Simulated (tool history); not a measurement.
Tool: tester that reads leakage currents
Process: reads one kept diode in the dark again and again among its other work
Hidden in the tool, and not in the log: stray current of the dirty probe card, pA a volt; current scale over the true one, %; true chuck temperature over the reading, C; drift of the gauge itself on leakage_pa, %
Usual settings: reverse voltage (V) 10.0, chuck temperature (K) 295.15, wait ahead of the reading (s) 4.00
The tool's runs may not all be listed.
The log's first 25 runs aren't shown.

run,day,reverse voltage (V),chuck temperature (K),wait ahead of the reading (s),hours of work since the probe card was cleaned,hours of work since the tester was calibrated,hours of work since the chuck was calibrated,current that the tester gives (pA)
26,37.375,4.4,302.15,0.84,1809,137,372,214.23
27,38.321,1.2,295.15,4.00,1824,152,387,83.46
28,39.625,1.2,295.15,4.00,1845,173,408,83.46
29,40.562,1.2,295.15,4.00,1860,188,423,83.63
30,41.600,1.2,295.15,4.00,1877,204,440,84.08
31,43.138,12.7,295.15,2.16,1901,229,464,202.24
32,44.971,12.7,295.15,2.16,1931,258,493,201.52
33,46.750,12.7,295.15,2.16,1959,287,522,202.74
34,47.688,12.7,295.15,2.16,1974,302,537,203.46
35,49.738,1.4,295.15,3.48,2007,334,570,89.83
36,51.621,1.4,295.15,3.48,2037,365,600,89.76
37,53.692,10.0,331.15,0.62,2070,398,633,1797.98
38,55.004,4.6,302.15,1.93,2091,419,654,221.60
39,55.888,4.6,302.15,9.31,2105,433,668,222.81
40,56.912,15.8,294.15,4.00,2122,449,684,213.74

3 ways to go on from here, each from the tool as it stands after run 40. What would each give?
A,58.158,2.5,295.15,0.55,2142,469,704,?
B,58.158,1.3,310.15,5.79,2142,469,704,?
C,58.158,15.8,321.15,4.00,2142,469,704,?

run,current that the tester gives (pA)
A,110.98
B,248.11
C,1161.62
Without the tool's hidden state the same runs would have given:
run,current that the tester gives (pA)
A,100.86
B,236.16
C,1085.23
